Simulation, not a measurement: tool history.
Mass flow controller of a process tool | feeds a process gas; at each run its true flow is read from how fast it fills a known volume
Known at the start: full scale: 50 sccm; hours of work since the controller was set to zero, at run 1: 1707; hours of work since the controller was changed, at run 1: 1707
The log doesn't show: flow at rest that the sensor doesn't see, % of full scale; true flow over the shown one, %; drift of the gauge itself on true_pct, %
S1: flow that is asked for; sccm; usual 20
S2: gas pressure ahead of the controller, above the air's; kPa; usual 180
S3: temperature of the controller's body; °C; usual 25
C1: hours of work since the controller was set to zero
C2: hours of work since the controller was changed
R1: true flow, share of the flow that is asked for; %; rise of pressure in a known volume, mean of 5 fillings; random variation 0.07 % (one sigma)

run 1 hour=0 | S1=20 S2=180 S3=25 | C1=1707 C2=1707 | R1=96.72
run 2 hour=259.8 | S1=20 S2=180 S3=25 | C1=1810 C2=1810 | R1=96.62
run 3 hour=509.5 | S1=20 S2=180 S3=25 | C1=1908 C2=1908 | R1=96.69
run 4 hour=661.7 | S1=20 S2=180 S3=25 | C1=1968 C2=1968 | R1=96.43
run 5 hour=808.9 | S1=20 S2=180 S3=25 | C1=2027 C2=2027 | R1=96.38
run 6 hour=1034.6 | S1=20 S2=180 S3=30 | C1=2116 C2=2116 | R1=96.61
run 7 hour=1367.2 | S1=20 S2=180 S3=25 | C1=2247 C2=2247 | R1=96.41
run 8 hour=1718.7 | S1=20 S2=180 S3=25 | C1=2386 C2=2386 | R1=96.24
run 9 hour=1995.2 | S1=20 S2=180 S3=25 | C1=2495 C2=2495 | R1=96.14
run 10 hour=2218.9 | S1=20 S2=180 S3=25 | C1=2584 C2=2584 | R1=96.15
-- hour=2239 controller's zero set anew
run 11 hour=2383.4 | S1=20 S2=180 S3=25 | C1=57 C2=2648 | R1=95.24
run 12 hour=2544.2 | S1=41 S2=153 S3=35 | C1=121 C2=2712 | R1=97.99
run 13 hour=2693.5 | S1=6 S2=251 S3=35 | C1=180 C2=2771 | R1=90.38
run 14 hour=2983.6 | S1=15 S2=157 S3=35 | C1=294 C2=2886 | R1=94.73
run 15 hour=3218.4 | S1=15 S2=157 S3=38 | C1=387 C2=2978 | R1=94.81
run 16 hour=3494.3 | S1=32 S2=263 S3=21 | C1=496 C2=3087 | R1=96.42
run 17 hour=3793.8 | S1=32 S2=263 S3=21 | C1=614 C2=3206 | R1=96.47

The next listed run, before its measurement:
run 18 hour=4013 | S1=32 S2=233 S3=28 | C1=701 C2=3292 | R1=?

R1: 96.74 %
Without the tool's hidden state the same run would have given R1 99.41 %.
